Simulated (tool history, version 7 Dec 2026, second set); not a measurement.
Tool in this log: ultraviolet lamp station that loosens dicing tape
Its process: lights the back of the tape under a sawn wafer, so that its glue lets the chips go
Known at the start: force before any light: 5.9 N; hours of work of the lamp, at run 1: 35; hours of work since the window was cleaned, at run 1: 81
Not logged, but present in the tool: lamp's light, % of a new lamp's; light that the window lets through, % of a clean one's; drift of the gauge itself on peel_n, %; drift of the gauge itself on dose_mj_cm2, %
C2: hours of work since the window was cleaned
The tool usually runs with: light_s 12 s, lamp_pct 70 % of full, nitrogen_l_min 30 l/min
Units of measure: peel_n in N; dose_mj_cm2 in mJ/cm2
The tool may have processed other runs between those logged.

Run 1, hour 0: usual settings; hours of work of the lamp 35; C2 81. Result: peel_n 0.598 N, dose_mj_cm2 416 mJ/cm2.
Run 2, hour 17.5: usual settings but light_s 8 s; hours of work of the lamp 43; C2 89. Result: peel_n 1.211 N, dose_mj_cm2 282 mJ/cm2.
Run 3, hour 46.3: usual settings but light_s 8 s, lamp_pct 79 % of full; hours of work of the lamp 56; C2 103. Result: peel_n 1.038 N, dose_mj_cm2 314 mJ/cm2.
Run 4, hour 77.2: usual settings but light_s 18 s; hours of work of the lamp 70; C2 117. Result: peel_n 0.263 N, dose_mj_cm2 624 mJ/cm2.
Run 5, hour 102.2: usual settings; hours of work of the lamp 82; C2 128. Result: peel_n 0.61 N, dose_mj_cm2 415 mJ/cm2.
Run 6, hour 136.6: usual settings but nitrogen_l_min 26 l/min; hours of work of the lamp 97; C2 144. Result: peel_n 0.741 N, dose_mj_cm2 408 mJ/cm2.
Run 7, hour 156: usual settings but lamp_pct 78 % of full; hours of work of the lamp 106; C2 153. Result: peel_n 0.528 N, dose_mj_cm2 457 mJ/cm2.
Run 8, hour 193.7: usual settings; hours of work of the lamp 124; C2 170. Result: peel_n 0.657 N, dose_mj_cm2 402 mJ/cm2.
Run 9, hour 228.9: usual settings but light_s 22 s; hours of work of the lamp 140; C2 186. Result: peel_n 0.207 N, dose_mj_cm2 727 mJ/cm2.
Run 10, hour 251: usual settings but light_s 22 s; hours of work of the lamp 150; C2 196. Result: peel_n 0.199 N, dose_mj_cm2 720 mJ/cm2.
Run 11, hour 271.9: usual settings but light_s 22 s; hours of work of the lamp 159; C2 206. Result: peel_n 0.205 N, dose_mj_cm2 720 mJ/cm2.
Run 12, hour 308.3: usual settings but light_s 19 s; hours of work of the lamp 176; C2 223. Result: peel_n 0.281 N, dose_mj_cm2 622 mJ/cm2.
Run 13, hour 337.5: usual settings but light_s 19 s; hours of work of the lamp 189; C2 236. Result: peel_n 0.285 N, dose_mj_cm2 609 mJ/cm2.
Run 14, hour 361.8: usual settings but light_s 19 s; hours of work of the lamp 200; C2 247. Result: peel_n 0.276 N, dose_mj_cm2 612 mJ/cm2.
At hour 363.9: window cleaned of glue's vapour.
Run 15, hour 389.6: usual settings but light_s 19 s; hours of work of the lamp 213; C2 12. Result: peel_n 0.316 N, dose_mj_cm2 578 mJ/cm2.
At hour 417.5: window cleaned of glue's vapour, once more.
Run 16, hour 417.5: usual settings but light_s 19 s; hours of work of the lamp 226; C2 0. Result: peel_n 0.238 N, dose_mj_cm2 651 mJ/cm2.
Run 17, hour 438.8: usual settings but light_s 23 s, nitrogen_l_min 21 l/min; hours of work of the lamp 235; C2 10. Result: peel_n 0.236 N, dose_mj_cm2 786 mJ/cm2.
Run 18, hour 458.3: usual settings but light_s 23 s, nitrogen_l_min 21 l/min; hours of work of the lamp 244; C2 19. Result: peel_n 0.23 N, dose_mj_cm2 787 mJ/cm2.
Run 19, hour 476.4: usual settings but light_s 23 s, nitrogen_l_min 21 l/min; hours of work of the lamp 253; C2 27. Result: peel_n 0.236 N, dose_mj_cm2 785 mJ/cm2.
Run 20, hour 505.5: usual settings but light_s 10 s, nitrogen_l_min 21 l/min; hours of work of the lamp 266; C2 40. Result: peel_n 1.167 N, dose_mj_cm2 335 mJ/cm2.
Run 21, hour 531.4: usual settings but light_s 22 s; hours of work of the lamp 278; C2 52. Result: peel_n 0.214 N, dose_mj_cm2 735 mJ/cm2.
Run 22, hour 562.3: usual settings but light_s 22 s; hours of work of the lamp 292; C2 66. Result: peel_n 0.192 N, dose_mj_cm2 733 mJ/cm2.
Run 23, hour 599.7: usual settings but light_s 22 s; hours of work of the lamp 309; C2 83. Result: peel_n 0.201 N, dose_mj_cm2 728 mJ/cm2.
Run 24, hour 627.3: usual settings but light_s 22 s; hours of work of the lamp 322; C2 96. Result: peel_n 0.21 N, dose_mj_cm2 717 mJ/cm2.
Run 25, hour 647.6: usual settings but light_s 22 s; hours of work of the lamp 331; C2 105. Result: peel_n 0.216 N, dose_mj_cm2 721 mJ/cm2.
Run 26, hour 681.8: usual settings but lamp_pct 86 % of full, nitrogen_l_min 42 l/min; hours of work of the lamp 347; C2 121. Result: peel_n 0.36 N, dose_mj_cm2 471 mJ/cm2.
Run 27, hour 706.5: usual settings but light_s 7 s, nitrogen_l_min 36 l/min; hours of work of the lamp 358; C2 132. Result: peel_n 1.515 N, dose_mj_cm2 227 mJ/cm2.
Run 28, hour 741.6: usual settings but light_s 7 s, nitrogen_l_min 36 l/min; hours of work of the lamp 374; C2 148. Result: peel_n 1.553 N, dose_mj_cm2 222 mJ/cm2.
Run 29, hour 763.6: usual settings but lamp_pct 95 % of full; hours of work of the lamp 384; C2 159. Result: peel_n 0.403 N, dose_mj_cm2 512 mJ/cm2.

Predict each of these 4 candidate next runs independently; none follows another, all start after run 29:
Run A, hour 787.3: usual settings but lamp_pct 73 % of full; hours of work of the lamp 395; C2 169. Result: peel_n ?, dose_mj_cm2 ?.
Run B, hour 787.3: usual settings but light_s 11 s, lamp_pct 88 % of full; hours of work of the lamp 395; C2 169. Result: peel_n ?, dose_mj_cm2 ?.
Run C, hour 787.3: usual settings but lamp_pct 95 % of full, nitrogen_l_min 12 l/min; hours of work of the lamp 395; C2 169. Result: peel_n ?, dose_mj_cm2 ?.
Run D, hour 787.3: usual settings but light_s 16 s, lamp_pct 67 % of full, nitrogen_l_min 34 l/min; hours of work of the lamp 395; C2 169. Result: peel_n ?, dose_mj_cm2 ?.

run  peel_n  dose_mj_cm2
  A   0.707          396
  B   0.579          434
  C   0.892          511
  D   0.443          482
With the hidden condition removed and each run's random variation left untouched, the same runs would have given:
run  peel_n  dose_mj_cm2
  A   0.516          464
  B   0.419          510
  C   0.661          600
  D   0.315          566
